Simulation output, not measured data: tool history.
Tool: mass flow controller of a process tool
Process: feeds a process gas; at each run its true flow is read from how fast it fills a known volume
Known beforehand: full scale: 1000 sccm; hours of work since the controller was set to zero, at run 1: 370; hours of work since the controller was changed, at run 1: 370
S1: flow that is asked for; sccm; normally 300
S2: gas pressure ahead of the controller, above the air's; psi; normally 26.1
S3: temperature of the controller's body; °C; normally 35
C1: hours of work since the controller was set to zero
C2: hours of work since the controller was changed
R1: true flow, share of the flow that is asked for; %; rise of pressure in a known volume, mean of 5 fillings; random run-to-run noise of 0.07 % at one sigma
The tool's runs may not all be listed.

{"run": 1, "hour": 0.0, "S1": 300, "S2": 26.1, "S3": 35, "C1": 370, "C2": 370, "R1": 98.61}
{"run": 2, "hour": 94.5, "S1": 300, "S2": 26.1, "S3": 35, "C1": 440, "C2": 440, "R1": 98.5}
{"run": 3, "hour": 158.6, "S1": 300, "S2": 26.1, "S3": 35, "C1": 488, "C2": 488, "R1": 98.67}
{"run": 4, "hour": 264.7, "S1": 300, "S2": 26.1, "S3": 35, "C1": 566, "C2": 566, "R1": 98.71}
{"run": 5, "hour": 337.8, "S1": 300, "S2": 26.1, "S3": 35, "C1": 621, "C2": 621, "R1": 98.57}
{"run": 6, "hour": 420.0, "S1": 300, "S2": 26.1, "S3": 35, "C1": 681, "C2": 681, "R1": 98.76}
{"run": 7, "hour": 497.1, "S1": 300, "S2": 26.1, "S3": 29, "C1": 739, "C2": 739, "R1": 98.95}
{"run": 8, "hour": 596.7, "S1": 300, "S2": 26.1, "S3": 29, "C1": 812, "C2": 812, "R1": 99.16}
{"run": 9, "hour": 663.1, "S1": 300, "S2": 26.1, "S3": 29, "C1": 862, "C2": 862, "R1": 99.17}
{"run": 10, "hour": 737.5, "S1": 300, "S2": 26.1, "S3": 29, "C1": 917, "C2": 917, "R1": 99.22}
{"run": 11, "hour": 836.5, "S1": 300, "S2": 26.1, "S3": 36, "C1": 990, "C2": 990, "R1": 98.9}
{"run": 12, "hour": 925.9, "S1": 595, "S2": 23.4, "S3": 35, "C1": 1056, "C2": 1056, "R1": 99.21}

Run 13, settings as shown, results not yet in. Your forecast:
{"run": 13, "hour": 1031.3, "S1": 124, "S2": 38.1, "S3": 28, "C1": 1134, "C2": 1134, "R1": "?"}

{"run 13": {"R1": 99.56}}
If the tool had no hidden condition, the same run with the same run-to-run variation would have returned R1 98.33 %.
